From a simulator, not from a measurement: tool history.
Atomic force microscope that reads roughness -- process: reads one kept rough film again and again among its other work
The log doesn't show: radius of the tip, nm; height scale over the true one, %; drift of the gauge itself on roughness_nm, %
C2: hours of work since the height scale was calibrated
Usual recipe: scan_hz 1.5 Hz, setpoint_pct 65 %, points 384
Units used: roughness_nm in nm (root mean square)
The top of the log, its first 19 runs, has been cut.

At hour 993: new tip fitted.
Run 20, hour 1026.6: usual settings but scan_hz 0.59 Hz, setpoint_pct 75 %, points 973; pictures with this tip 48; C2 2426. Result: roughness_nm 2.109 nm (root mean square).
At hour 1052.8: new tip fitted.
Run 21, hour 1081.9: usual settings but scan_hz 2.73 Hz, setpoint_pct 67 %, points 864; pictures with this tip 42; C2 2465. Result: roughness_nm 2.087 nm (root mean square).
At hour 1111.8: new tip fitted.
Run 22, hour 1117.5: usual settings but scan_hz 2.73 Hz, setpoint_pct 67 %, points 864; pictures with this tip 8; C2 2490. Result: roughness_nm 2.771 nm (root mean square).
At hour 1169.4: new tip fitted.
Run 23, hour 1169.4: usual settings but scan_hz 1.27 Hz, setpoint_pct 69 %, points 323; pictures with this tip 0; C2 2527. Result: roughness_nm 3.057 nm (root mean square).
At hour 1231.3: new tip fitted.
Run 24, hour 1233.6: usual settings but scan_hz 1.1 Hz; pictures with this tip 3; C2 2572. Result: roughness_nm 3.015 nm (root mean square).
Run 25, hour 1284.6: usual settings but scan_hz 2.93 Hz, points 733; pictures with this tip 76; C2 2609. Result: roughness_nm 1.718 nm (root mean square).
At hour 1291.6: new tip fitted.
Run 26, hour 1327.8: usual settings but scan_hz 2.93 Hz, points 733; pictures with this tip 52; C2 2640. Result: roughness_nm 1.958 nm (root mean square).
At hour 1349: new tip fitted.
Run 27, hour 1386.4: usual settings but scan_hz 2.93 Hz, points 733; pictures with this tip 53; C2 2681. Result: roughness_nm 1.953 nm (root mean square).
At hour 1406.8: new tip fitted.
Run 28, hour 1437.3: usual settings but scan_hz 2.93 Hz, points 733; pictures with this tip 43; C2 2717. Result: roughness_nm 2.141 nm (root mean square).
At hour 1448.2: height scale calibrated on a step standard.
At hour 1466.6: new tip fitted.
Run 29, hour 1476.2: usual settings but setpoint_pct 58 %, points 479; pictures with this tip 13; C2 20. Result: roughness_nm 2.725 nm (root mean square).
At hour 1524.9: new tip fitted.
Run 30, hour 1534.2: usual settings but scan_hz 1.92 Hz, setpoint_pct 64 %, points 699; pictures with this tip 13; C2 61. Result: roughness_nm 2.74 nm (root mean square).
Run 31, hour 1578.6: usual settings but scan_hz 1.92 Hz, setpoint_pct 64 %, points 699; pictures with this tip 77; C2 93. Result: roughness_nm 1.813 nm (root mean square).
At hour 1583.1: new tip fitted.
Run 32, hour 1631.4: usual settings but scan_hz 0.57 Hz, points 999; pictures with this tip 69; C2 130. Result: roughness_nm 1.983 nm (root mean square).
At hour 1641.5: new tip fitted.
Run 33, hour 1685.9: usual settings but scan_hz 2.46 Hz, setpoint_pct 75 %, points 336; pictures with this tip 63; C2 169. Result: roughness_nm 1.77 nm (root mean square).
At hour 1700.8: new tip fitted.
At hour 1761.2: new tip fitted.
Run 34, hour 1761.2: usual settings but scan_hz 2.46 Hz, setpoint_pct 75 %, points 336; pictures with this tip 0; C2 222. Result: roughness_nm 2.784 nm (root mean square).
Run 35, hour 1808.3: usual settings but scan_hz 1.64 Hz, points 761; pictures with this tip 67; C2 256. Result: roughness_nm 2.004 nm (root mean square).
At hour 1820.6: new tip fitted.
At hour 1879.9: new tip fitted.
Run 36, hour 1879.9: usual settings but scan_hz 1.64 Hz, points 761; pictures with this tip 0; C2 306. Result: roughness_nm 3.126 nm (root mean square).
At hour 1942.9: new tip fitted.
Run 37, hour 1953.3: usual settings but setpoint_pct 68 %; pictures with this tip 15; C2 358. Result: roughness_nm 2.751 nm (root mean square).

Below are 4 alternative next runs, each starting from the tool's condition after run 37. Predict each:
At hour 2003.7: new tip fitted.
Run A, hour 2020.9: usual settings but setpoint_pct 84 %; pictures with this tip 24; C2 406. Result: roughness_nm ?.
At hour 2003.7: new tip fitted.
Run B, hour 2020.9: usual settings but scan_hz 0.82 Hz, points 910; pictures with this tip 24; C2 406. Result: roughness_nm ?.
At hour 2003.7: new tip fitted.
Run C, hour 2020.9: usual settings but scan_hz 0.78 Hz, setpoint_pct 59 %, points 460; pictures with this tip 24; C2 406. Result: roughness_nm ?.
At hour 2003.7: new tip fitted.
Run D, hour 2020.9: usual settings but scan_hz 3.08 Hz, setpoint_pct 57 %, points 386; pictures with this tip 24; C2 406. Result: roughness_nm ?.

run  roughness_nm
  A         2.278
  B         2.594
  C         2.579
  D         2.459
Stripped of hidden state, with their random variation kept, the same runs would have yielded:
run  roughness_nm
  A         2.876
  B         3.275
  C         3.258
  D         3.105
